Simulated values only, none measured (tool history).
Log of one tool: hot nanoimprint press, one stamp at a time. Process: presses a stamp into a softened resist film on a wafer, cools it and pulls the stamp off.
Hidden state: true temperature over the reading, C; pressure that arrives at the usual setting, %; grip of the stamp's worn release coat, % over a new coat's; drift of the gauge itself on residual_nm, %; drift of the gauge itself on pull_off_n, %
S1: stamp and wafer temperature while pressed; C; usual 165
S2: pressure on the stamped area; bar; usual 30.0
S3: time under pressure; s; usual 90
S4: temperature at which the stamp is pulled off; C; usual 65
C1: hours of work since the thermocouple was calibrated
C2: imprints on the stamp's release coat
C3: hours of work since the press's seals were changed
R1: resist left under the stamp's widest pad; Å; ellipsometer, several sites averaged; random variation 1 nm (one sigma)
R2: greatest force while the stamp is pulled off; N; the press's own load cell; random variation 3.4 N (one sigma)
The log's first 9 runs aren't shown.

run	hour	S1	S2	S3	S4	C1	C2	C3	R1	R2
# hour 94.6: plate thermocouple calibrated
10	111.2	165	30.0	152	65	10	672	462	1321	185
11	127.4	165	30.0	152	65	19	734	472	1333	185
12	147.0	165	30.0	90	65	30	808	483	1602	191
13	158.1	164	30.0	90	65	37	850	489	1637	189
14	175.5	164	30.0	90	65	47	916	499	1661	197
# hour 188.3: plate thermocouple calibrated, once more
15	188.5	165	30.0	90	65	0	953	505	1512	190
16	200.5	163	30.0	90	69	7	999	512	1607	180
17	218.0	163	18.6	146	59	17	1065	522	1655	211
18	232.2	163	18.6	146	59	25	1119	530	1670	209
19	244.2	153	40.9	106	59	32	1164	537	1857	210
20	257.2	153	40.9	106	59	40	1213	545	1872	213
21	266.9	153	40.9	106	59	45	1250	550	1859	220
22	281.3	159	30.0	90	50	54	1304	559	1815	250
23	293.6	165	30.0	90	65	61	1351	566	1523	193
24	312.0	165	30.0	90	65	71	1420	576	1527	195
25	321.3	165	30.0	90	65	77	1455	582	1533	206
26	331.1	169	30.0	159	65	82	1492	587	1106	210
27	344.9	170	30.0	66	65	90	1544	595	1475	209
28	357.5	157	23.8	66	54	97	1592	603	2250	245
29	375.1	165	27.1	51	65	108	1659	613	1919	205
30	389.5	165	27.1	51	65	116	1713	621	1905	212

Forecast each of these 3 alternatives for the next run:
A	402.6	174	27.1	51	62	123	1763	629	?	?
B	402.6	167	30.0	155	65	123	1763	629	?	?
C	402.6	169	27.1	51	65	123	1763	629	?	?

run	R1	R2
A	1501	220
B	1189	207
C	1743	217
Without the tool's hidden state the same runs would have given:
run	R1	R2
A	1444	167
B	1135	158
C	1682	166
